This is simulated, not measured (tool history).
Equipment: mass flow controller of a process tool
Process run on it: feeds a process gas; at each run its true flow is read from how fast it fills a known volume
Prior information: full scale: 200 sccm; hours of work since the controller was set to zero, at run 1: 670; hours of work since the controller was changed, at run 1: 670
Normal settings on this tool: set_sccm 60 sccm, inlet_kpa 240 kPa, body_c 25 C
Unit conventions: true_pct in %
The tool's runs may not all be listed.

run     day  set_sccm  inlet_kpa  body_c  hours of work since the controller was set to zero  hours of work since the controller was changed  true_pct
  1       0        60        240      25                                                 670                                             670     99.93
  2   4.167        35        240      25                                                 705                                             705    100.58
  3   9.775        35        240      25                                                 752                                             752    100.67
  4  13.783        60        240      25                                                 786                                             786    100.19
  5  16.208        60        240      25                                                 806                                             806    100.35
  6  20.288       136        270      28                                                 840                                             840    100.35
  7  26.042       136        270      28                                                 888                                             888     100.4

The next listed run, before its measurement:
  8  28.654        90        240      21                                                 910                                             910         ?

true_pct: 100.61 %
Take away the tool's hidden state, keep the run-to-run variation as it was, and the same run would have given true_pct 99.73 %.

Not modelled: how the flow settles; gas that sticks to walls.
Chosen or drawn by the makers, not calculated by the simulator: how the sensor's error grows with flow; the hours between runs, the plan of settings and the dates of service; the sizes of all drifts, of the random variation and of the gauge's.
